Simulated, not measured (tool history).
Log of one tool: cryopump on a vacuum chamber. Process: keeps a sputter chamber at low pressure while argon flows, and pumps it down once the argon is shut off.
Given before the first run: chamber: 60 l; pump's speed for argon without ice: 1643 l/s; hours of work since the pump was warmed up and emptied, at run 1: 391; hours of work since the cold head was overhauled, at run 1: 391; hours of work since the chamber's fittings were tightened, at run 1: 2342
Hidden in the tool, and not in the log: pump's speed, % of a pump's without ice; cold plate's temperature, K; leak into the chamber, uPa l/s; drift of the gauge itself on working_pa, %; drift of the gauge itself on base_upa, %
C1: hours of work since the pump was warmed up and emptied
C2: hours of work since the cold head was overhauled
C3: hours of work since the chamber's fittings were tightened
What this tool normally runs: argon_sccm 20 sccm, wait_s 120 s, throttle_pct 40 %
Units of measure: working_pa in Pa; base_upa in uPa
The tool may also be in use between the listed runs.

{"run": 1, "hour": 0.0, "argon_sccm": 20, "wait_s": 120, "throttle_pct": 40, "C1": 391, "C2": 391, "C3": 2342, "working_pa": 0.0545, "base_upa": 2.35}
{"run": 2, "hour": 8.1, "argon_sccm": 20, "wait_s": 33, "throttle_pct": 40, "C1": 397, "C2": 397, "C3": 2348, "working_pa": 0.0541, "base_upa": 3.87}
{"run": 3, "hour": 20.3, "argon_sccm": 20, "wait_s": 120, "throttle_pct": 40, "C1": 405, "C2": 405, "C3": 2357, "working_pa": 0.0549, "base_upa": 2.36}
{"run": 4, "hour": 35.3, "argon_sccm": 20, "wait_s": 120, "throttle_pct": 40, "C1": 416, "C2": 416, "C3": 2367, "working_pa": 0.0546, "base_upa": 2.42}
{"run": 5, "hour": 51.3, "argon_sccm": 20, "wait_s": 39, "throttle_pct": 40, "C1": 427, "C2": 427, "C3": 2379, "working_pa": 0.0547, "base_upa": 3.52}
{"run": 6, "hour": 67.3, "argon_sccm": 20, "wait_s": 39, "throttle_pct": 40, "C1": 439, "C2": 439, "C3": 2390, "working_pa": 0.0547, "base_upa": 3.56}
{"run": 7, "hour": 82.3, "argon_sccm": 20, "wait_s": 120, "throttle_pct": 16, "C1": 449, "C2": 449, "C3": 2401, "working_pa": 0.1322, "base_upa": 2.47}
{"run": 8, "hour": 96.1, "argon_sccm": 20, "wait_s": 22, "throttle_pct": 16, "C1": 459, "C2": 459, "C3": 2410, "working_pa": 0.1333, "base_upa": 4.78}
{"run": 9, "hour": 104.8, "argon_sccm": 20, "wait_s": 22, "throttle_pct": 16, "C1": 465, "C2": 465, "C3": 2417, "working_pa": 0.133, "base_upa": 4.84}
{"run": 10, "hour": 118.5, "argon_sccm": 20, "wait_s": 22, "throttle_pct": 16, "C1": 475, "C2": 475, "C3": 2426, "working_pa": 0.1324, "base_upa": 4.94}
{"run": 11, "hour": 133.6, "argon_sccm": 20, "wait_s": 270, "throttle_pct": 40, "C1": 486, "C2": 486, "C3": 2437, "working_pa": 0.0556, "base_upa": 2.15}
{"run": 12, "hour": 146.1, "argon_sccm": 20, "wait_s": 270, "throttle_pct": 40, "C1": 494, "C2": 494, "C3": 2446, "working_pa": 0.0557, "base_upa": 2.21}
{"run": 13, "hour": 160.6, "argon_sccm": 20, "wait_s": 270, "throttle_pct": 56, "C1": 505, "C2": 505, "C3": 2456, "working_pa": 0.0404, "base_upa": 2.23}
{"run": 14, "hour": 168.2, "argon_sccm": 37, "wait_s": 262, "throttle_pct": 55, "C1": 510, "C2": 510, "C3": 2462, "working_pa": 0.0778, "base_upa": 2.26}
{"run": 15, "hour": 185.0, "argon_sccm": 37, "wait_s": 262, "throttle_pct": 55, "C1": 522, "C2": 522, "C3": 2473, "working_pa": 0.0769, "base_upa": 2.27}
{"run": 16, "hour": 199.1, "argon_sccm": 17, "wait_s": 29, "throttle_pct": 55, "C1": 532, "C2": 532, "C3": 2483, "working_pa": 0.0352, "base_upa": 4.38}
{"run": 17, "hour": 211.7, "argon_sccm": 17, "wait_s": 29, "throttle_pct": 15, "C1": 541, "C2": 541, "C3": 2492, "working_pa": 0.1195, "base_upa": 4.49}
{"run": 18, "hour": 226.1, "argon_sccm": 29, "wait_s": 108, "throttle_pct": 19, "C1": 551, "C2": 551, "C3": 2503, "working_pa": 0.1654, "base_upa": 2.62}
{"run": 19, "hour": 241.2, "argon_sccm": 29, "wait_s": 108, "throttle_pct": 19, "C1": 562, "C2": 562, "C3": 2513, "working_pa": 0.1628, "base_upa": 2.66}
{"run": 20, "hour": 252.6, "argon_sccm": 12, "wait_s": 24, "throttle_pct": 17, "C1": 570, "C2": 570, "C3": 2521, "working_pa": 0.0757, "base_upa": 4.78}

Predict each of these 3 candidate next runs independently; none follows another, all start after run 20:
{"run": "A", "hour": 260.8, "argon_sccm": 38, "wait_s": 24, "throttle_pct": 24, "C1": 576, "C2": 576, "C3": 2527, "working_pa": "?", "base_upa": "?"}
{"run": "B", "hour": 260.8, "argon_sccm": 22, "wait_s": 186, "throttle_pct": 32, "C1": 576, "C2": 576, "C3": 2527, "working_pa": "?", "base_upa": "?"}
{"run": "C", "hour": 260.8, "argon_sccm": 20, "wait_s": 120, "throttle_pct": 49, "C1": 576, "C2": 576, "C3": 2527, "working_pa": "?", "base_upa": "?"}

run=A working_pa=0.1712 base_upa=4.81
run=B working_pa=0.0759 base_upa=2.58
run=C working_pa=0.0473 base_upa=2.63
Had the tool no hidden state, the same runs would have come out as:
run=A working_pa=0.1618 base_upa=2.9
run=B working_pa=0.0705 base_upa=0.57
run=C working_pa=0.0424 base_upa=0.71
